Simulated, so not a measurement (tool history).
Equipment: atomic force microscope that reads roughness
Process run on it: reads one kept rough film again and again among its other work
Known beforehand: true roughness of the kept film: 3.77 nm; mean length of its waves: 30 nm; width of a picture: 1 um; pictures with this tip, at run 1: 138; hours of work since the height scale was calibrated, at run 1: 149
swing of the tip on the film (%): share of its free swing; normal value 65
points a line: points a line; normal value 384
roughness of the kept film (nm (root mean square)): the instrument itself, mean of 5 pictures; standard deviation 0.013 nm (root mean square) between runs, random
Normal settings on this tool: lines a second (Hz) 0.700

run   hour  lines a second (Hz)  swing of the tip on the film (%)  points a line  pictures with this tip  hours of work since the height scale was calibrated  roughness of the kept film (nm (root mean square))
  1    0.0                0.700                                65            384                     138                                                  149                                               3.165
  2   18.3                0.700                                65            384                     156                                                  157                                               3.169
  3   34.8                0.700                                65            384                     173                                                  164                                               3.167
  4   46.4                0.700                                65            384                     185                                                  169                                               3.167
  5   60.0                0.700                                65            384                     199                                                  175                                               3.176
  6   78.3                0.700                                65            384                     218                                                  183                                               3.192
      90.9  -- new tip fitted
  7   98.7                0.700                                65            384                       8                                                  192                                               3.167
  8  122.4                0.700                                65            384                      32                                                  202                                               3.162
  9  139.6                0.704                                65            384                      49                                                  210                                               3.177
 10  156.5                3.950                                65            384                      67                                                  217                                               3.008
 11  178.5                3.950                                65            384                      89                                                  227                                               3.013
 12  189.8                3.950                                65            384                     100                                                  232                                               3.014
 13  202.3                3.950                                65            384                     113                                                  237                                               3.027
 14  212.6                3.950                                65            384                     124                                                  242                                               2.992
 15  224.7                3.950                                65            384                     136                                                  247                                               3.008
 16  245.8                2.219                                65            912                     157                                                  256                                               3.113
 17  260.5                2.219                                65            912                     172                                                  263                                               3.123
 18  285.1                1.678                                79            879                     197                                                  274                                               3.031
 19  298.7                0.921                                66            879                     211                                                  280                                               3.155
     317.4  -- new tip fitted
 20  323.8                0.820                                69            301                       6                                                  291                                               3.149
 21  340.6                1.105                                78            431                      23                                                  298                                               3.087
 22  354.1                0.555                                65            415                      37                                                  304                                               3.191
 23  378.5                0.555                                65            415                      62                                                  315                                               3.187

Alternative continuations, all from the tool just after run 23; predict every row:
  A  396.8                1.290                                82            516                      80                                                  323                                                   ?
  B  396.8                0.693                                65            427                      80                                                  323                                                   ?
  C  396.8                1.399                                78            415                      80                                                  323                                                   ?

run  roughness of the kept film (nm (root mean square))
  A                                               3.043
  B                                               3.185
  C                                               3.051
With the hidden condition removed and each run's random variation left untouched, the same runs would have given:
run  roughness of the kept film (nm (root mean square))
  A                                               3.047
  B                                               3.188
  C                                               3.055

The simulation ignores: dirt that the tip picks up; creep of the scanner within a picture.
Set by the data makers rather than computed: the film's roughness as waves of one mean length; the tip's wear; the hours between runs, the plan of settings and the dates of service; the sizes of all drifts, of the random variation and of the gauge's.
